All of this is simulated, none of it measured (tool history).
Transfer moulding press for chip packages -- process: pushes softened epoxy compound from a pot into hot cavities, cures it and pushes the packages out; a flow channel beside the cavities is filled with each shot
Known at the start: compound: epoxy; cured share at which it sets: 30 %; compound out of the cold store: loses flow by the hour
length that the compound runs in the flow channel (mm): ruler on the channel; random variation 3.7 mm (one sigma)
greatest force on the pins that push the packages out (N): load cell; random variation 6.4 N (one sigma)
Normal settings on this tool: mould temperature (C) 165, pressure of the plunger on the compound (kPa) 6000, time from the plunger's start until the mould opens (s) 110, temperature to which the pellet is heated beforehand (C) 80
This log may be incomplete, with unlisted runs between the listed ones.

| run | hour | mould temperature (C) | pressure of the plunger on the compound (kPa) | time from the plunger's start until the mould opens (s) | temperature to which the pellet is heated beforehand (C) | incoming compound's hours out of the cold store | length that the compound runs in the flow channel (mm) | greatest force on the pins that push the packages out (N) |
|---|---|---|---|---|---|---|---|---|
| 1 | 0 | 165 | 6000 | 110 | 80 | 16.9 | 648 | 428 |
|  | 21.7 | cavities cleaned with cleaning compound and waxed |
| 2 | 48.5 | 165 | 6000 | 110 | 80 | 31.9 | 616 | 341 |
| 3 | 76.3 | 165 | 6000 | 101 | 80 | 29 | 614 | 476 |
|  | 108.1 | cavities cleaned with cleaning compound and waxed |
| 4 | 116.8 | 165 | 6000 | 110 | 80 | 39.5 | 582 | 281 |
| 5 | 151.1 | 165 | 6000 | 110 | 80 | 43.3 | 577 | 380 |
|  | 177.4 | plunger's sealing rings changed |
| 6 | 181 | 165 | 6000 | 110 | 80 | 38.2 | 629 | 410 |
|  | 193.4 | cavities cleaned with cleaning compound and waxed |
| 7 | 238.6 | 165 | 6000 | 110 | 80 | 21.9 | 654 | 390 |
|  | 280.7 | cavities cleaned with cleaning compound and waxed |
| 8 | 297.4 | 165 | 6000 | 110 | 80 | 42.6 | 606 | 319 |
| 9 | 358.2 | 165 | 6000 | 110 | 80 | 30.5 | 619 | 437 |
|  | 363.8 | cavities cleaned with cleaning compound and waxed |
| 10 | 417.9 | 165 | 6000 | 117 | 80 | 17.7 | 635 | 403 |
|  | 448.4 | cavities cleaned with cleaning compound and waxed |
| 11 | 461.5 | 165 | 6000 | 117 | 90 | 16.1 | 628 | 278 |
|  | 483.4 | plunger's sealing rings changed |
| 12 | 493.4 | 165 | 6000 | 117 | 90 | 37.7 | 626 | 368 |
|  | 524.3 | mould's thermocouples calibrated |
|  | 538.4 | cavities cleaned with cleaning compound and waxed |
| 13 | 542.8 | 160 | 6000 | 117 | 90 | 15.8 | 687 | 346 |
| 14 | 583.1 | 160 | 6000 | 117 | 90 | 15.6 | 677 | 499 |
|  | 624.4 | cavities cleaned with cleaning compound and waxed |
| 15 | 644.4 | 165 | 5750 | 110 | 82 | 36.1 | 591 | 314 |
| 16 | 702.8 | 165 | 6000 | 98 | 80 | 15.3 | 636 | 576 |
|  | 707.9 | cavities cleaned with cleaning compound and waxed |
| 17 | 763.1 | 169 | 5420 | 121 | 83 | 27.5 | 566 | 335 |
|  | 787.1 | plunger's sealing rings changed |
|  | 796 | cavities cleaned with cleaning compound and waxed |
| 18 | 824.3 | 169 | 5420 | 121 | 83 | 38 | 573 | 304 |
| 19 | 872.9 | 169 | 5420 | 121 | 83 | 40.8 | 566 | 361 |
|  | 882.2 | cavities cleaned with cleaning compound and waxed |
| 20 | 926.3 | 160 | 5420 | 144 | 83 | 13.9 | 641 | 366 |
|  | 964.7 | cavities cleaned with cleaning compound and waxed |
| 21 | 964.7 | 160 | 6340 | 138 | 83 | 18.3 | 674 | 252 |
| 22 | 992.3 | 160 | 6340 | 138 | 83 | 18.6 | 670 | 334 |
| 23 | 1037.2 | 160 | 6340 | 138 | 83 | 43.1 | 612 | 403 |
|  | 1049.2 | cavities cleaned with cleaning compound and waxed |
|  | 1090.3 | plunger's sealing rings changed |
| 24 | 1094.9 | 160 | 4750 | 100 | 83 | 18 | 614 | 713 |
|  | 1136.7 | cavities cleaned with cleaning compound and waxed |
|  | 1149.4 | mould's thermocouples calibrated |
| 25 | 1149.5 | 171 | 4580 | 110 | 83 | 26.4 | 545 | 245 |
| 26 | 1178 | 171 | 5310 | 110 | 83 | 34.5 | 572 | 310 |

What if the next run were any one of these 3? Each begins from the tool's condition after run 26:
|  | 1222 | cavities cleaned with cleaning compound and waxed |
| A | 1239.7 | 160 | 6000 | 110 | 86 | 24.7 | ? | ? |
|  | 1222 | cavities cleaned with cleaning compound and waxed |
| B | 1239.7 | 171 | 5310 | 98 | 83 | 41.9 | ? | ? |
|  | 1222 | cavities cleaned with cleaning compound and waxed |
| C | 1239.7 | 166 | 7300 | 110 | 75 | 32.2 | ? | ? |

| run | length that the compound runs in the flow channel (mm) | greatest force on the pins that push the packages out (N) |
|---|---|---|
| A | 656 | 464 |
| B | 545 | 280 |
| C | 682 | 301 |
With the hidden condition removed and each run's random variation left untouched, the same runs would have given:
| run | length that the compound runs in the flow channel (mm) | greatest force on the pins that push the packages out (N) |
|---|---|---|
| A | 677 | 352 |
| B | 563 | 216 |
| C | 704 | 233 |
